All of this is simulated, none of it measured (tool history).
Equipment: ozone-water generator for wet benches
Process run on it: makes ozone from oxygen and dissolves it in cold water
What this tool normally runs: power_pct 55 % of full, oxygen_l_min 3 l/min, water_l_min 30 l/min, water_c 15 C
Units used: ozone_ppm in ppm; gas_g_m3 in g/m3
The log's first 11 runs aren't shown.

run,hour,power_pct,oxygen_l_min,water_l_min,water_c,hours of work since the electrodes were changed,hours of work since the contactor was cleaned,hours of work since the thermometer was calibrated,ozone_ppm,gas_g_m3
12,1462,55,3,29,15,3847,729,282,12.2,211.4
13,1538.5,55,3,29,15,3903,786,338,12.1,211.2
14,1683,55,3,29,15,4010,892,445,11.9,212.7
15,1841.3,55,3,29,15,4127,1009,562,12.2,212.8
16,1936.3,55,3.37,30,15,4197,1079,632,12.1,203.1
17,2010.2,55,3,30,15,4251,1134,686,11.5,210.1
18,2136.8,78,2.01,30,16,4345,1227,780,12.9,325
19,2208,94,4.51,30,15,4397,1280,832,20.9,279.3
20,2361.7,94,4.51,21,15,4510,1393,945,27.9,276.5

Run 21 has not been measured yet. What should we expect?
21,2503.3,94,4.51,21,15,4615,1497,1050,?,?

Run 21 came out at ozone_ppm 27.7 ppm, gas_g_m3 275.9 g/m3.
If the tool had no hidden condition, the same run with the same run-to-run variation would have returned ozone_ppm 30.7 ppm, gas_g_m3 304 g/m3.
